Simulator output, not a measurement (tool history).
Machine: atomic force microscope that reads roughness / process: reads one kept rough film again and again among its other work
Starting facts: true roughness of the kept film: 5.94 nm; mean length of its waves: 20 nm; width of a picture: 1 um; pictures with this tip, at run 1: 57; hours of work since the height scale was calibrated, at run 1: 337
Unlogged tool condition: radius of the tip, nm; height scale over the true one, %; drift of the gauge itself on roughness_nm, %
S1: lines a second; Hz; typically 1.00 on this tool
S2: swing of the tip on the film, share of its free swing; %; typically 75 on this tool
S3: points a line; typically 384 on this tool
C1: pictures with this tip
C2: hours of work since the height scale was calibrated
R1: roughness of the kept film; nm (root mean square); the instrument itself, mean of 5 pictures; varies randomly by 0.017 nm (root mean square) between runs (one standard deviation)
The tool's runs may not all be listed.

run	hour	S1	S2	S3	C1	C2	R1
1	0.0	1.00	75	384	57	337	3.480
2	12.6	2.93	75	384	72	347	2.908
3	29.7	1.00	75	384	94	360	3.193
4	47.3	1.00	75	384	116	374	3.072
5	61.9	1.00	75	384	134	386	2.960
6	80.3	1.00	75	384	157	401	2.839
# hour 91.5: new tip fitted
7	94.4	1.00	75	384	4	411	4.049
8	111.9	1.00	75	384	26	425	3.830
9	128.3	1.00	75	384	46	438	3.631
10	145.4	1.00	75	384	67	452	3.448
11	164.2	0.87	75	384	91	467	3.349
12	178.2	1.00	75	384	108	478	3.204
13	188.8	1.00	75	384	121	486	3.137
14	206.2	1.00	75	384	143	500	2.980
15	220.0	1.00	75	475	160	511	2.893
# hour 227.1: new tip fitted
16	239.3	3.19	83	384	15	526	3.017
17	256.7	3.19	83	384	36	540	2.882
18	265.5	0.80	66	613	47	547	3.850
19	278.8	0.80	77	548	64	558	3.543
20	294.2	0.80	77	548	83	570	3.413
21	308.8	0.80	77	548	101	582	3.300
22	318.6	0.80	77	548	114	589	3.226
23	331.2	3.31	89	282	129	599	2.083
24	340.9	0.60	86	373	141	607	2.972
25	349.7	0.60	82	264	152	614	2.907
26	361.1	0.60	82	264	167	623	2.823
# hour 363.3: new tip fitted
27	370.4	1.00	75	306	9	630	3.827
28	384.6	1.00	60	548	26	641	3.918
29	400.5	1.00	60	548	46	654	3.722

Here are 4 independent what-if runs from the current tool condition. What would each one return?
A	417.5	1.00	60	749	67	668	?
B	417.5	1.00	77	381	67	668	?
C	417.5	1.80	88	487	67	668	?
D	417.5	1.00	68	578	67	668	?

run	R1
A	3.578
B	3.354
C	2.816
D	3.472
Take away the tool's hidden state, keep each run's random variation, and the runs would have read:
run	R1
A	4.421
B	4.142
C	3.480
D	4.289

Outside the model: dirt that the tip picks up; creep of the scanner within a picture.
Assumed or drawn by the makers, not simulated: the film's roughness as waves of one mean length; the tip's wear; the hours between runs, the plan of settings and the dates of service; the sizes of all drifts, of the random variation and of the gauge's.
